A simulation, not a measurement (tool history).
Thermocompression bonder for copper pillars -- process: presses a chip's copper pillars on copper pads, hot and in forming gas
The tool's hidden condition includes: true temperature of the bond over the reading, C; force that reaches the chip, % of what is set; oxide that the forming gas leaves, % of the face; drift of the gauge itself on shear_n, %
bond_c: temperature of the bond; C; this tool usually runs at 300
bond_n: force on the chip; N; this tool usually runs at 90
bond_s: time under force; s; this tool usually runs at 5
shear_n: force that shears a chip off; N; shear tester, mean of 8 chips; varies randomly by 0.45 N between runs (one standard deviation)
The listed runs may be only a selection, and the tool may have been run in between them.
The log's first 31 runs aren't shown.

run,hour,bond_c,bond_n,bond_s,hours of work since the heater was calibrated,hours of work since the force cell was calibrated,hours of work since the gas filter was changed,shear_n
32,666.3,326,95,4,450,456,91,91.2
33,693.1,300,127,5,465,471,106,93.7
34,711.3,300,127,5,475,482,116,94.0
35,739.4,300,127,5,491,497,132,93.9
36,759.9,280,78,8,503,509,143,79.1
37,785.5,280,78,8,517,523,157,78.6
38,814.4,277,109,3,533,540,174,67.9
39,839.9,276,124,4,548,554,188,77.4

What if the next run were any one of these 4? Each begins from the tool's condition after run 39:
A,852.7,276,122,5,555,561,195,?
B,852.7,300,90,9,555,561,195,?
C,852.7,276,112,8,555,561,195,?
D,852.7,300,59,5,555,561,195,?

run,shear_n
A,81.6
B,94.3
C,88.8
D,69.7
The same runs, with their run-to-run variation unchanged, on a tool lacking any hidden condition would have given:
run,shear_n
A,81.6
B,94.5
C,88.9
D,69.7

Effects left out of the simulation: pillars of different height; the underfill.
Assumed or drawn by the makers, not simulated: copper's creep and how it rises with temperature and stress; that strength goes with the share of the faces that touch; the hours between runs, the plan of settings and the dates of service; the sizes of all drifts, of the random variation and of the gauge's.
